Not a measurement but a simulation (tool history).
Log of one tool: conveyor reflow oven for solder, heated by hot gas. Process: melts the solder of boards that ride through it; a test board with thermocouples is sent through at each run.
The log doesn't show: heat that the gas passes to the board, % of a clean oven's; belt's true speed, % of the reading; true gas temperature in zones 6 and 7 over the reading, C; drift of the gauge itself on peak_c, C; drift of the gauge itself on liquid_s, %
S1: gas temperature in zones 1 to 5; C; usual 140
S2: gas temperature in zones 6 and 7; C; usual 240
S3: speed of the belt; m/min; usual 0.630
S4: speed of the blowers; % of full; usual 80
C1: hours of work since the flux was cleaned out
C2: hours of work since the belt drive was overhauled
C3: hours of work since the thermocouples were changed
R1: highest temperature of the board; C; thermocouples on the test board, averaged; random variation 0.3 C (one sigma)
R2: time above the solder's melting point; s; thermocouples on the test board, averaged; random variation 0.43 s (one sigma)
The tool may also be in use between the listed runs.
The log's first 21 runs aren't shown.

{"run": 22, "hour": 544.7, "S1": 140, "S2": 246, "S3": 0.63, "S4": 80, "C1": 131, "C2": 396, "C3": 286, "R1": 234.9, "R2": 61.6}
{"run": 23, "hour": 566.2, "S1": 128, "S2": 240, "S3": 0.732, "S4": 50, "C1": 147, "C2": 412, "C3": 302, "R1": 218.6, "R2": 40.7}
{"run": 24, "hour": 602.8, "S1": 128, "S2": 240, "S3": 0.732, "S4": 50, "C1": 174, "C2": 440, "C3": 329, "R1": 218.2, "R2": 40.8}
{"run": 25, "hour": 620.1, "S1": 136, "S2": 240, "S3": 0.732, "S4": 52, "C1": 187, "C2": 452, "C3": 342, "R1": 219.5, "R2": 44.5}
{"hour": 639.7, "done": "flux residue cleaned out of gas plates and filters"}
{"run": 26, "hour": 648.8, "S1": 140, "S2": 239, "S3": 0.63, "S4": 57, "C1": 7, "C2": 470, "C3": 360, "R1": 226.8, "R2": 56.9}
{"run": 27, "hour": 668.8, "S1": 140, "S2": 239, "S3": 0.63, "S4": 57, "C1": 22, "C2": 485, "C3": 375, "R1": 227.0, "R2": 57.3}
{"run": 28, "hour": 690.0, "S1": 140, "S2": 239, "S3": 0.63, "S4": 57, "C1": 37, "C2": 501, "C3": 390, "R1": 226.3, "R2": 57.4}
{"run": 29, "hour": 705.6, "S1": 135, "S2": 241, "S3": 0.63, "S4": 57, "C1": 49, "C2": 512, "C3": 402, "R1": 227.7, "R2": 56.9}
{"run": 30, "hour": 741.7, "S1": 155, "S2": 241, "S3": 0.681, "S4": 67, "C1": 76, "C2": 539, "C3": 429, "R1": 229.0, "R2": 59.1}

Forecast each of these 5 alternatives for the next run:
{"run": "A", "hour": 764.2, "S1": 151, "S2": 235, "S3": 0.636, "S4": 67, "C1": 92, "C2": 556, "C3": 445, "R1": "?", "R2": "?"}
{"run": "B", "hour": 764.2, "S1": 134, "S2": 240, "S3": 0.63, "S4": 80, "C1": 92, "C2": 556, "C3": 445, "R1": "?", "R2": "?"}
{"run": "C", "hour": 764.2, "S1": 151, "S2": 241, "S3": 0.756, "S4": 67, "C1": 92, "C2": 556, "C3": 445, "R1": "?", "R2": "?"}
{"run": "D", "hour": 764.2, "S1": 140, "S2": 240, "S3": 0.63, "S4": 76, "C1": 92, "C2": 556, "C3": 445, "R1": "?", "R2": "?"}
{"run": "E", "hour": 764.2, "S1": 155, "S2": 229, "S3": 0.681, "S4": 69, "C1": 92, "C2": 556, "C3": 445, "R1": "?", "R2": "?"}

run=A R1=225.2 R2=59.1
run=B R1=229.4 R2=57.9
run=C R1=226.5 R2=50.1
run=D R1=230.3 R2=59.0
run=E R1=219.1 R2=53.7
Without the tool's hidden state the same runs would have given:
run=A R1=224.6 R2=58.2
run=B R1=228.8 R2=57.1
run=C R1=225.9 R2=49.3
run=D R1=229.7 R2=58.2
run=E R1=218.5 R2=52.9
